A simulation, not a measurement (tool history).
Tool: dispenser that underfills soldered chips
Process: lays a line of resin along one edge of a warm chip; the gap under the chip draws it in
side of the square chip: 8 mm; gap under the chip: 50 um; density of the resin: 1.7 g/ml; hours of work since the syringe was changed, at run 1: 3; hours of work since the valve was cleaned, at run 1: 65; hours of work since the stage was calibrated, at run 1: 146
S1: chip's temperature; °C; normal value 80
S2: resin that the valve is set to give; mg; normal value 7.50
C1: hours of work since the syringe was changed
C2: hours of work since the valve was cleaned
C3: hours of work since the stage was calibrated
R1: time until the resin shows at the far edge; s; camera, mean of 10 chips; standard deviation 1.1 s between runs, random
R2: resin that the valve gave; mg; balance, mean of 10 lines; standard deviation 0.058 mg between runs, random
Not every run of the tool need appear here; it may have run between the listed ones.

run 1 hour=0.0 | S1=80 S2=7.50 | C1=3 C2=65 C3=146 | R1=128.5 R2=7.12
-- hour=3.0 new syringe of resin
run 2 hour=4.8 | S1=68 S2=7.50 | C1=1 C2=68 C3=149 | R1=208.9 R2=7.06
-- hour=10.4 new syringe of resin
run 3 hour=12.9 | S1=68 S2=7.50 | C1=2 C2=74 C3=155 | R1=215.4 R2=6.99
-- hour=18.4 new syringe of resin
run 4 hour=19.3 | S1=80 S2=7.32 | C1=1 C2=79 C3=160 | R1=114.4 R2=6.78
-- hour=26.2 new syringe of resin
run 5 hour=26.5 | S1=80 S2=7.50 | C1=0 C2=84 C3=165 | R1=113.9 R2=6.94
-- hour=33.7 new syringe of resin
run 6 hour=35.7 | S1=80 S2=7.60 | C1=1 C2=91 C3=172 | R1=118.1 R2=6.92
run 7 hour=40.5 | S1=80 S2=7.60 | C1=5 C2=94 C3=175 | R1=135.9 R2=7.02
-- hour=41.7 new syringe of resin
run 8 hour=46.4 | S1=76 S2=7.50 | C1=3 C2=98 C3=179 | R1=154.0 R2=6.80
-- hour=49.3 new syringe of resin
-- hour=51.9 dispensing valve cleaned and set on the balance
run 9 hour=52.2 | S1=76 S2=7.50 | C1=1 C2=0 C3=183 | R1=138.2 R2=7.43
-- hour=57.8 new syringe of resin
run 10 hour=61.6 | S1=76 S2=7.50 | C1=3 C2=7 C3=190 | R1=147.3 R2=7.39
-- hour=65.2 new syringe of resin
run 11 hour=70.5 | S1=76 S2=7.50 | C1=4 C2=13 C3=196 | R1=151.6 R2=7.32
-- hour=73.0 new syringe of resin
run 12 hour=76.1 | S1=80 S2=7.50 | C1=2 C2=17 C3=200 | R1=122.8 R2=7.42
-- hour=80.6 new syringe of resin
run 13 hour=86.3 | S1=80 S2=7.50 | C1=4 C2=25 C3=207 | R1=130.3 R2=7.32
-- hour=88.0 new syringe of resin
-- hour=95.4 new syringe of resin
run 14 hour=95.4 | S1=80 S2=7.50 | C1=0 C2=31 C3=214 | R1=112.7 R2=7.37
run 15 hour=100.1 | S1=80 S2=8.77 | C1=4 C2=35 C3=217 | R1=124.2 R2=8.54
-- hour=102.9 new syringe of resin
run 16 hour=108.5 | S1=80 S2=8.77 | C1=4 C2=41 C3=223 | R1=125.8 R2=8.44
-- hour=110.8 new syringe of resin
run 17 hour=114.2 | S1=80 S2=7.50 | C1=3 C2=45 C3=227 | R1=121.8 R2=7.19
-- hour=118.2 new syringe of resin
run 18 hour=120.2 | S1=80 S2=7.50 | C1=1 C2=49 C3=232 | R1=118.7 R2=7.15
run 19 hour=125.0 | S1=80 S2=7.50 | C1=5 C2=53 C3=235 | R1=136.4 R2=7.00
-- hour=126.0 new syringe of resin
-- hour=134.0 new syringe of resin
run 20 hour=134.6 | S1=85 S2=7.49 | C1=0 C2=59 C3=242 | R1=93.3 R2=7.07
-- hour=142.2 new syringe of resin
run 21 hour=144.5 | S1=85 S2=7.49 | C1=2 C2=67 C3=249 | R1=95.4 R2=7.02
-- hour=149.9 new syringe of resin
run 22 hour=152.0 | S1=87 S2=7.39 | C1=2 C2=72 C3=254 | R1=86.4 R2=6.87
-- hour=157.4 new syringe of resin
run 23 hour=157.7 | S1=71 S2=7.94 | C1=0 C2=76 C3=259 | R1=176.5 R2=7.34
-- hour=165.4 new syringe of resin
run 24 hour=165.6 | S1=92 S2=7.12 | C1=0 C2=82 C3=264 | R1=68.3 R2=6.45
run 25 hour=170.3 | S1=79 S2=7.80 | C1=4 C2=85 C3=268 | R1=133.8 R2=7.18
-- hour=173.4 new syringe of resin
run 26 hour=177.2 | S1=80 S2=8.39 | C1=3 C2=90 C3=273 | R1=122.5 R2=7.70
-- hour=181.5 new syringe of resin
run 27 hour=185.8 | S1=80 S2=8.39 | C1=3 C2=96 C3=279 | R1=127.1 R2=7.52
-- hour=188.8 new syringe of resin
-- hour=193.6 dispensing valve cleaned and set on the balance
run 28 hour=194.5 | S1=92 S2=7.39 | C1=4 C2=1 C3=284 | R1=74.8 R2=7.38
-- hour=197.5 new syringe of resin
run 29 hour=202.7 | S1=73 S2=9.66 | C1=4 C2=7 C3=290 | R1=172.7 R2=9.69
-- hour=204.9 new syringe of resin
run 30 hour=211.1 | S1=80 S2=8.39 | C1=5 C2=13 C3=296 | R1=127.6 R2=8.32
-- hour=212.4 new syringe of resin
run 31 hour=216.0 | S1=65 S2=6.45 | C1=3 C2=16 C3=300 | R1=263.8 R2=6.30
-- hour=220.3 new syringe of resin
run 32 hour=222.3 | S1=92 S2=9.79 | C1=2 C2=21 C3=304 | R1=67.3 R2=9.56
-- hour=227.7 new syringe of resin
run 33 hour=232.6 | S1=66 S2=9.79 | C1=4 C2=28 C3=312 | R1=245.7 R2=9.47

Subtracting, for every run, the result it would have given without the tool's unlogged condition from the measured result gives the following. The same run-to-run variation enters both numbers; the gauge's scatter may not:
Hidden state present: resin's viscosity, % of fresh resin's; dose that the valve gives, % of what is set; true chip temperature over the reading, C; drift of the gauge itself on fill_s, %; drift of the gauge itself on given_mg, %.
run=1 R1=+18.8 R2=-0.46
run=2 R1=+15.6 R2=-0.47
run=3 R1=+22.5 R2=-0.51
run=4 R1=+5.3 R2=-0.54
run=5 R1=+5.8 R2=-0.59
run=6 R1=+10.5 R2=-0.63
run=7 R1=+26.2 R2=-0.66
run=8 R1=+23.2 R2=-0.68
run=9 R1=+7.2 R2=-0.01
run=10 R1=+16.4 R2=-0.07
run=11 R1=+20.1 R2=-0.10
run=12 R1=+13.5 R2=-0.13
run=13 R1=+20.2 R2=-0.19
run=14 R1=+4.6 R2=-0.24
run=15 R1=+18.1 R2=-0.31
run=16 R1=+21.5 R2=-0.36
run=17 R1=+14.8 R2=-0.34
run=18 R1=+10.5 R2=-0.37
run=19 R1=+26.5 R2=-0.39
run=20 R1=+6.6 R2=-0.44
run=21 R1=+9.8 R2=-0.49
run=22 R1=+8.7 R2=-0.53
run=23 R1=+10.6 R2=-0.60
run=24 R1=+3.9 R2=-0.56
run=25 R1=+21.3 R2=-0.65
run=26 R1=+16.1 R2=-0.74
run=27 R1=+19.1 R2=-0.78
run=28 R1=+11.1 R2=-0.03
run=29 R1=+25.7 R2=-0.09
run=30 R1=+22.2 R2=-0.12
run=31 R1=+33.2 R2=-0.11
run=32 R1=+5.9 R2=-0.22
run=33 R1=+40.7 R2=-0.28
